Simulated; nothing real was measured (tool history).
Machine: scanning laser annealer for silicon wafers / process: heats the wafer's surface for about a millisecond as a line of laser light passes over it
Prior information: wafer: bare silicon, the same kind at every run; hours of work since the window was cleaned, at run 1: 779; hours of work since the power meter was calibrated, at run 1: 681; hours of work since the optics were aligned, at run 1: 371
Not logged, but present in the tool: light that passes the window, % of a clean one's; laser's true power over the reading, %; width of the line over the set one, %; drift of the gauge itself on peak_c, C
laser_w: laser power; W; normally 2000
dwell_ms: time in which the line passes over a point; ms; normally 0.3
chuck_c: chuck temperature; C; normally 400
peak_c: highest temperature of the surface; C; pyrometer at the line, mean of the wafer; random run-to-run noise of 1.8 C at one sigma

run,day,laser_w,dwell_ms,chuck_c,hours of work since the window was cleaned,hours of work since the power meter was calibrated,hours of work since the optics were aligned,peak_c
1,0,2000,0.3,400,779,681,371,1086
2,0.975,2000,0.3,400,797,699,389,1084
3,2.012,2000,0.3,400,815,717,408,1086
4,2.721,2000,0.3,400,828,730,420,1082
5,3.667,2000,0.3,400,845,747,437,1083
6,4.562,2000,0.3,400,861,763,454,1083
# day 4.696: window over the wafer cleaned
7,5.567,2000,0.3,400,16,780,470,1101
8,6.512,2000,0.3,400,33,797,487,1101
9,7.017,2000,0.3,400,42,806,496,1103
10,7.717,2000,0.372,400,54,819,509,1194
11,8.692,2000,0.372,400,72,836,527,1193
12,9.662,2000,0.372,400,90,854,544,1193
13,10.154,2000,0.372,400,98,863,553,1193
14,11.038,2000,0.3,400,114,879,569,1096
15,11.808,2000,0.3,400,128,893,583,1099
16,12.404,2000,0.3,400,139,903,594,1096
17,13.275,2000,0.3,400,155,919,609,1094
18,14.058,1884,0.3,400,169,933,623,1055
19,15.062,1884,0.3,400,187,951,642,1054
20,15.625,1884,0.3,400,197,961,652,1053
21,16.292,1884,0.3,400,209,973,664,1052
22,17.167,1884,0.3,400,225,989,680,1052
23,17.829,1764,0.3,400,237,1001,691,1010
24,18.808,1764,0.3,400,255,1019,709,1009
25,19.762,2023,0.3,415,272,1036,726,1117
26,20.658,2017,0.3,434,288,1052,743,1134
27,21.604,2017,0.238,365,305,1069,760,976
28,22.208,2017,0.238,365,316,1080,771,976
29,22.862,2017,0.238,365,328,1092,782,973
30,23.688,2164,0.3,400,343,1107,797,1151
31,24.112,2043,0.219,410,350,1115,805,997
32,24.692,2126,0.273,393,361,1125,815,1091
33,25.3,2165,0.298,416,372,1136,826,1165
34,26.092,2165,0.298,416,386,1150,841,1166

Below, each run's measurement less what the same run would have read without the hidden state. Both values contain the same run-to-run variation, but the gauge's scatter may not be the same in both:
run,peak_c
1,-16
2,-17
3,-17
4,-18
5,-18
6,-18
7,-1
8,-1
9,-1
10,-2
11,-2
12,-3
13,-4
14,-4
15,-4
16,-4
17,-4
18,-5
19,-5
20,-5
21,-6
22,-6
23,-5
24,-6
25,-7
26,-8
27,-7
28,-7
29,-8
30,-10
31,-8
32,-10
33,-10
34,-11
